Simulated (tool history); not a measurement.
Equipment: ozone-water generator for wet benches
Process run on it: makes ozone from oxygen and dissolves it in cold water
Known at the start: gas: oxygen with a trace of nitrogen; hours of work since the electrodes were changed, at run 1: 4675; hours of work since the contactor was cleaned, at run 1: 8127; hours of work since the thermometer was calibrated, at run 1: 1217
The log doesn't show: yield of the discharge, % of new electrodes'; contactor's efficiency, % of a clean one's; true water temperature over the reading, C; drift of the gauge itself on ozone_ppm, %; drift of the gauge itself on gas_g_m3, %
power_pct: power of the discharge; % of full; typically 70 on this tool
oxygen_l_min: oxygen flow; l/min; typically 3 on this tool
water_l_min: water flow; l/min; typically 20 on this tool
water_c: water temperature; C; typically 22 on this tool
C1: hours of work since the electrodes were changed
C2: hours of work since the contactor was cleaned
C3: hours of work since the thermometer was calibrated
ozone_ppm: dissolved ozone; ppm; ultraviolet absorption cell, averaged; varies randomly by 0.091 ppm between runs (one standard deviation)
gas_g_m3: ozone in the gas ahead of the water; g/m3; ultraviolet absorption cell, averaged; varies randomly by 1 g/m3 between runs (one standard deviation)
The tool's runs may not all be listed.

run 1 day=0 | power_pct=70 oxygen_l_min=3 water_l_min=20 water_c=22 | C1=4675 C2=8127 C3=1217 | ozone_ppm=12.23 gas_g_m3=168
run 2 day=8.525 | power_pct=70 oxygen_l_min=3 water_l_min=20 water_c=22 | C1=4847 C2=8300 C3=1390 | ozone_ppm=12.24 gas_g_m3=169.3
run 3 day=13.975 | power_pct=70 oxygen_l_min=3 water_l_min=16 water_c=22 | C1=4958 C2=8411 C3=1501 | ozone_ppm=15.1 gas_g_m3=167.8
-- day=21.217 contactor cleaned
run 4 day=21.675 | power_pct=70 oxygen_l_min=3 water_l_min=16 water_c=22 | C1=5110 C2=9 C3=1653 | ozone_ppm=14.89 gas_g_m3=166.7
run 5 day=29.442 | power_pct=70 oxygen_l_min=3 water_l_min=14 water_c=22 | C1=5268 C2=167 C3=1811 | ozone_ppm=16.31 gas_g_m3=166.1
run 6 day=37.429 | power_pct=70 oxygen_l_min=3 water_l_min=20 water_c=22 | C1=5430 C2=329 C3=1973 | ozone_ppm=12.09 gas_g_m3=166.2
run 7 day=43.817 | power_pct=70 oxygen_l_min=3 water_l_min=20 water_c=22 | C1=5559 C2=458 C3=2102 | ozone_ppm=11.81 gas_g_m3=165.8
-- day=51.417 contactor cleaned, once more
run 8 day=51.862 | power_pct=70 oxygen_l_min=3 water_l_min=20 water_c=22 | C1=5719 C2=9 C3=2262 | ozone_ppm=12.49 gas_g_m3=165.2
run 9 day=60.108 | power_pct=70 oxygen_l_min=3 water_l_min=20 water_c=22 | C1=5886 C2=176 C3=2429 | ozone_ppm=12.45 gas_g_m3=166.2
run 10 day=63.846 | power_pct=70 oxygen_l_min=3 water_l_min=20 water_c=22 | C1=5962 C2=252 C3=2504 | ozone_ppm=12.48 gas_g_m3=165.9
run 11 day=71.925 | power_pct=70 oxygen_l_min=3 water_l_min=20 water_c=22 | C1=6125 C2=416 C3=2668 | ozone_ppm=12.36 gas_g_m3=162.1
run 12 day=77.125 | power_pct=70 oxygen_l_min=3 water_l_min=20 water_c=22 | C1=6231 C2=521 C3=2774 | ozone_ppm=12.51 gas_g_m3=162
run 13 day=85.054 | power_pct=70 oxygen_l_min=3 water_l_min=20 water_c=22 | C1=6391 C2=682 C3=2934 | ozone_ppm=12.39 gas_g_m3=163.5
run 14 day=91.833 | power_pct=70 oxygen_l_min=2.62 water_l_min=30 water_c=22 | C1=6529 C2=819 C3=3072 | ozone_ppm=7.86 gas_g_m3=176.8
run 15 day=98.967 | power_pct=70 oxygen_l_min=2.62 water_l_min=30 water_c=14 | C1=6673 C2=964 C3=3216 | ozone_ppm=8.43 gas_g_m3=176.8
run 16 day=103.979 | power_pct=46 oxygen_l_min=2.27 water_l_min=20 water_c=22 | C1=6775 C2=1065 C3=3318 | ozone_ppm=9.07 gas_g_m3=148
run 17 day=109.488 | power_pct=44 oxygen_l_min=2.27 water_l_min=14 water_c=22 | C1=6887 C2=1177 C3=3429 | ozone_ppm=12.41 gas_g_m3=141.9
run 18 day=114.412 | power_pct=41 oxygen_l_min=2.41 water_l_min=31 water_c=22 | C1=6986 C2=1277 C3=3529 | ozone_ppm=5.46 gas_g_m3=133.3
run 19 day=120.954 | power_pct=41 oxygen_l_min=4.9 water_l_min=31 water_c=28 | C1=7119 C2=1409 C3=3662 | ozone_ppm=5.77 gas_g_m3=93.1
run 20 day=128.292 | power_pct=58 oxygen_l_min=3 water_l_min=26 water_c=22 | C1=7268 C2=1558 C3=3810 | ozone_ppm=8.32 gas_g_m3=144.6
run 21 day=133.475 | power_pct=58 oxygen_l_min=3 water_l_min=26 water_c=22 | C1=7373 C2=1663 C3=3915 | ozone_ppm=8.49 gas_g_m3=143.9
run 22 day=141.108 | power_pct=58 oxygen_l_min=3 water_l_min=26 water_c=22 | C1=7527 C2=1818 C3=4070 | ozone_ppm=8.28 gas_g_m3=144.3
run 23 day=145.692 | power_pct=70 oxygen_l_min=4.25 water_l_min=20 water_c=22 | C1=7620 C2=1910 C3=4163 | ozone_ppm=12.5 gas_g_m3=135.2
run 24 day=153.417 | power_pct=67 oxygen_l_min=3 water_l_min=20 water_c=22 | C1=7777 C2=2067 C3=4320 | ozone_ppm=11.65 gas_g_m3=155.8
run 25 day=160.625 | power_pct=47 oxygen_l_min=1.86 water_l_min=13 water_c=29 | C1=7923 C2=2213 C3=4466 | ozone_ppm=12.2 gas_g_m3=162.3
run 26 day=164.725 | power_pct=88 oxygen_l_min=3.82 water_l_min=29 water_c=19 | C1=8006 C2=2296 C3=4549 | ozone_ppm=10.14 gas_g_m3=164

Entry by entry between the runs, the difference in hidden state between the last listed run before and the first listed run after:
From run 3 to run 4: contactor cleaned (day 21.217)
  yield of the discharge, % of new electrodes': 95.1 -> 94.9; contactor's efficiency, % of a clean one's: 92.8 -> 88.7; true water temperature over the reading, C: 0.04 -> 0.05
  measured less the result without the state, ozone_ppm: -1.24 -> -1.56 ppm; gas_g_m3: -8.6 -> -8.8 g/m3
From run 7 to run 8: contactor cleaned, once more (day 51.417)
  yield of the discharge, % of new electrodes': 94.4 -> 94.3; contactor's efficiency, % of a clean one's: 88.3 -> 99.5; true water temperature over the reading, C: 0.07 -> 0.08
  measured less the result without the state, ozone_ppm: -1.44 -> -0.8 ppm; gas_g_m3: -9.8 -> -10.1 g/m3
